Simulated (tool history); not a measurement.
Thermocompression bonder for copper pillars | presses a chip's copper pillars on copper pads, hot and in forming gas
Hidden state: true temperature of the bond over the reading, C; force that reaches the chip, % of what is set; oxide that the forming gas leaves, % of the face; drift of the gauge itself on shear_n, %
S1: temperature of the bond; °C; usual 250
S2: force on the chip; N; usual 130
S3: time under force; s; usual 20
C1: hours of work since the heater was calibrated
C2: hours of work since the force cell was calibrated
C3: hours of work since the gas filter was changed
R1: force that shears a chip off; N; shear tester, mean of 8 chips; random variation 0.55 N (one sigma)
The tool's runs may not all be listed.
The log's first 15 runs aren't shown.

| run | day | S1 | S2 | S3 | C1 | C2 | C3 | R1 |
|---|---|---|---|---|---|---|---|---|
| 16 | 14.496 | 256 | 129 | 20 | 185 | 418 | 102 | 102.5 |
|  | 15.179 | gauge calibrated |
| 17 | 15.667 | 256 | 129 | 20 | 200 | 433 | 118 | 99.8 |
| 18 | 16.625 | 264 | 130 | 20 | 213 | 446 | 131 | 108.2 |
| 19 | 17.558 | 264 | 130 | 20 | 225 | 459 | 143 | 109.0 |
| 20 | 18.150 | 264 | 130 | 20 | 233 | 466 | 151 | 108.2 |
| 21 | 19.121 | 264 | 130 | 20 | 246 | 479 | 164 | 107.9 |
| 22 | 20.442 | 231 | 100 | 20 | 264 | 497 | 181 | 62.8 |
| 23 | 21.088 | 231 | 100 | 59 | 272 | 505 | 190 | 91.4 |
| 24 | 21.996 | 253 | 79 | 26 | 284 | 517 | 202 | 73.4 |
| 25 | 22.625 | 253 | 79 | 26 | 293 | 526 | 210 | 73.0 |
|  | 23.129 | forming gas filter changed |
| 26 | 23.917 | 267 | 84 | 45 | 309 | 543 | 10 | 104.4 |
| 27 | 24.642 | 241 | 134 | 45 | 319 | 552 | 20 | 114.9 |
| 28 | 25.429 | 258 | 154 | 11 | 329 | 563 | 31 | 100.5 |
| 29 | 26.446 | 258 | 154 | 58 | 343 | 576 | 44 | 138.5 |
| 30 | 27.058 | 247 | 130 | 20 | 351 | 584 | 52 | 95.4 |
| 31 | 28.400 | 247 | 101 | 17 | 369 | 602 | 70 | 73.6 |
| 32 | 29.517 | 268 | 130 | 31 | 384 | 617 | 85 | 125.3 |
|  | 30.225 | gauge calibrated |
| 33 | 30.312 | 268 | 130 | 31 | 394 | 628 | 95 | 122.1 |
| 34 | 31.371 | 268 | 130 | 31 | 408 | 642 | 109 | 121.6 |
| 35 | 32.533 | 250 | 153 | 20 | 424 | 657 | 125 | 107.6 |
| 36 | 33.671 | 246 | 153 | 22 | 439 | 672 | 140 | 107.2 |
| 37 | 34.575 | 246 | 153 | 22 | 451 | 684 | 152 | 106.8 |
| 38 | 35.783 | 246 | 153 | 22 | 467 | 700 | 168 | 106.2 |
| 39 | 36.704 | 246 | 153 | 22 | 479 | 712 | 180 | 106.9 |
| 40 | 37.933 | 246 | 153 | 22 | 496 | 729 | 197 | 107.8 |

Forecast each of these 3 alternatives for the next run:
| A | 39.004 | 274 | 153 | 30 | 510 | 743 | 211 | ? |
| B | 39.004 | 246 | 137 | 22 | 510 | 743 | 211 | ? |
| C | 39.004 | 273 | 188 | 33 | 510 | 743 | 211 | ? |

| run | R1 |
|---|---|
| A | 136.2 |
| B | 100.0 |
| C | 145.2 |
Without the tool's hidden state the same runs would have given:
| run | R1 |
|---|---|
| A | 134.2 |
| B | 98.4 |
| C | 143.1 |
